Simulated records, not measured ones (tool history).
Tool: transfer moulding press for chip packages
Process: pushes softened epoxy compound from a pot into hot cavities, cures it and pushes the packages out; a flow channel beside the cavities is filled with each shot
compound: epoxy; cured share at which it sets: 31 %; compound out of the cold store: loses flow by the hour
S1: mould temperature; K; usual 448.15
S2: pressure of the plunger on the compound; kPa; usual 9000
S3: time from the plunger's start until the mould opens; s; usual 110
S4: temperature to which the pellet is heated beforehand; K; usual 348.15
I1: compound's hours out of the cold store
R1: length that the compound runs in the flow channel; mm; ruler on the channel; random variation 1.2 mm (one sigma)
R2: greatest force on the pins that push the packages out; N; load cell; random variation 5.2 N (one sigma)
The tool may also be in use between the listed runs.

{"run": 1, "hour": 0.0, "S1": 448.15, "S2": 9000, "S3": 110, "S4": 348.15, "I1": 11.9, "R1": 886, "R2": 273}
{"run": 2, "hour": 5.5, "S1": 448.15, "S2": 9000, "S3": 110, "S4": 348.15, "I1": 19.3, "R1": 866, "R2": 261}
{"run": 3, "hour": 16.8, "S1": 448.15, "S2": 9000, "S3": 110, "S4": 348.15, "I1": 10.9, "R1": 886, "R2": 295}
{"run": 4, "hour": 28.6, "S1": 448.15, "S2": 9000, "S3": 98, "S4": 348.15, "I1": 46.6, "R1": 802, "R2": 320}
{"run": 5, "hour": 39.0, "S1": 448.15, "S2": 9000, "S3": 98, "S4": 348.15, "I1": 25.2, "R1": 852, "R2": 328}
{"run": 6, "hour": 47.0, "S1": 448.15, "S2": 9000, "S3": 98, "S4": 348.15, "I1": 22.2, "R1": 855, "R2": 333}
{"hour": 50.5, "done": "cavities cleaned with cleaning compound and waxed"}
{"run": 7, "hour": 59.0, "S1": 448.15, "S2": 9000, "S3": 98, "S4": 348.15, "I1": 26.0, "R1": 849, "R2": 193}
{"run": 8, "hour": 65.7, "S1": 448.15, "S2": 9000, "S3": 98, "S4": 348.15, "I1": 41.0, "R1": 814, "R2": 213}
{"run": 9, "hour": 78.0, "S1": 448.15, "S2": 9000, "S3": 110, "S4": 348.15, "I1": 42.4, "R1": 810, "R2": 216}
{"run": 10, "hour": 86.1, "S1": 448.15, "S2": 9000, "S3": 110, "S4": 348.15, "I1": 46.0, "R1": 801, "R2": 218}
{"run": 11, "hour": 93.7, "S1": 448.15, "S2": 9000, "S3": 110, "S4": 348.15, "I1": 25.2, "R1": 849, "R2": 241}
{"run": 12, "hour": 107.0, "S1": 448.15, "S2": 9000, "S3": 110, "S4": 348.15, "I1": 37.6, "R1": 821, "R2": 259}
{"run": 13, "hour": 114.8, "S1": 448.15, "S2": 9000, "S3": 110, "S4": 347.15, "I1": 41.0, "R1": 813, "R2": 272}
{"run": 14, "hour": 122.3, "S1": 448.15, "S2": 9000, "S3": 110, "S4": 348.15, "I1": 41.9, "R1": 812, "R2": 261}
{"run": 15, "hour": 135.3, "S1": 448.15, "S2": 9000, "S3": 110, "S4": 348.15, "I1": 16.0, "R1": 867, "R2": 295}
{"run": 16, "hour": 147.4, "S1": 448.15, "S2": 9000, "S3": 110, "S4": 339.15, "I1": 9.2, "R1": 887, "R2": 288}
{"run": 17, "hour": 156.2, "S1": 447.15, "S2": 9000, "S3": 110, "S4": 346.15, "I1": 39.8, "R1": 817, "R2": 302}
{"hour": 166.3, "done": "cavities cleaned with cleaning compound and waxed"}
{"run": 18, "hour": 169.8, "S1": 446.15, "S2": 9580, "S3": 144, "S4": 348.15, "I1": 14.3, "R1": 909, "R2": 168}
{"run": 19, "hour": 178.0, "S1": 451.15, "S2": 7240, "S3": 110, "S4": 348.15, "I1": 37.4, "R1": 723, "R2": 183}
{"run": 20, "hour": 187.9, "S1": 448.15, "S2": 9220, "S3": 116, "S4": 348.15, "I1": 40.9, "R1": 819, "R2": 202}
{"run": 21, "hour": 200.7, "S1": 441.15, "S2": 9000, "S3": 122, "S4": 348.15, "I1": 41.7, "R1": 836, "R2": 255}
{"run": 22, "hour": 211.3, "S1": 445.15, "S2": 9000, "S3": 110, "S4": 348.15, "I1": 20.4, "R1": 870, "R2": 268}
{"hour": 221.5, "done": "plunger's sealing rings changed"}
{"run": 23, "hour": 223.2, "S1": 441.15, "S2": 9000, "S3": 148, "S4": 348.15, "I1": 36.9, "R1": 860, "R2": 255}
{"run": 24, "hour": 231.2, "S1": 456.15, "S2": 6830, "S3": 105, "S4": 348.15, "I1": 28.8, "R1": 714, "R2": 252}
{"run": 25, "hour": 237.5, "S1": 456.15, "S2": 6830, "S3": 105, "S4": 348.15, "I1": 43.8, "R1": 688, "R2": 248}
{"run": 26, "hour": 246.0, "S1": 456.15, "S2": 6830, "S3": 105, "S4": 348.15, "I1": 10.3, "R1": 752, "R2": 271}
{"run": 27, "hour": 259.1, "S1": 451.15, "S2": 8830, "S3": 139, "S4": 350.15, "I1": 34.1, "R1": 814, "R2": 273}
{"run": 28, "hour": 269.8, "S1": 454.15, "S2": 10890, "S3": 142, "S4": 338.15, "I1": 39.4, "R1": 881, "R2": 281}
{"run": 29, "hour": 277.7, "S1": 454.15, "S2": 10800, "S3": 112, "S4": 338.15, "I1": 9.7, "R1": 952, "R2": 293}

4 ways to go on from here, each from the tool as it stands after run 29. What would each give?
{"hour": 284.2, "done": "cavities cleaned with cleaning compound and waxed"}
{"run": "A", "hour": 292.2, "S1": 442.15, "S2": 7430, "S3": 112, "S4": 338.15, "I1": 28.6, "R1": "?", "R2": "?"}
{"hour": 284.2, "done": "cavities cleaned with cleaning compound and waxed"}
{"run": "B", "hour": 292.2, "S1": 440.15, "S2": 7080, "S3": 110, "S4": 348.15, "I1": 48.0, "R1": "?", "R2": "?"}
{"hour": 284.2, "done": "cavities cleaned with cleaning compound and waxed"}
{"run": "C", "hour": 292.2, "S1": 454.15, "S2": 8060, "S3": 101, "S4": 352.15, "I1": 31.3, "R1": "?", "R2": "?"}
{"hour": 284.2, "done": "cavities cleaned with cleaning compound and waxed"}
{"run": "D", "hour": 292.2, "S1": 453.15, "S2": 9690, "S3": 100, "S4": 348.15, "I1": 14.3, "R1": "?", "R2": "?"}

run=A R1=794 R2=222
run=B R1=742 R2=228
run=C R1=776 R2=175
run=D R1=895 R2=181
Without the tool's hidden state the same runs would have given:
run=A R1=798 R2=198
run=B R1=746 R2=204
run=C R1=780 R2=156
run=D R1=900 R2=163

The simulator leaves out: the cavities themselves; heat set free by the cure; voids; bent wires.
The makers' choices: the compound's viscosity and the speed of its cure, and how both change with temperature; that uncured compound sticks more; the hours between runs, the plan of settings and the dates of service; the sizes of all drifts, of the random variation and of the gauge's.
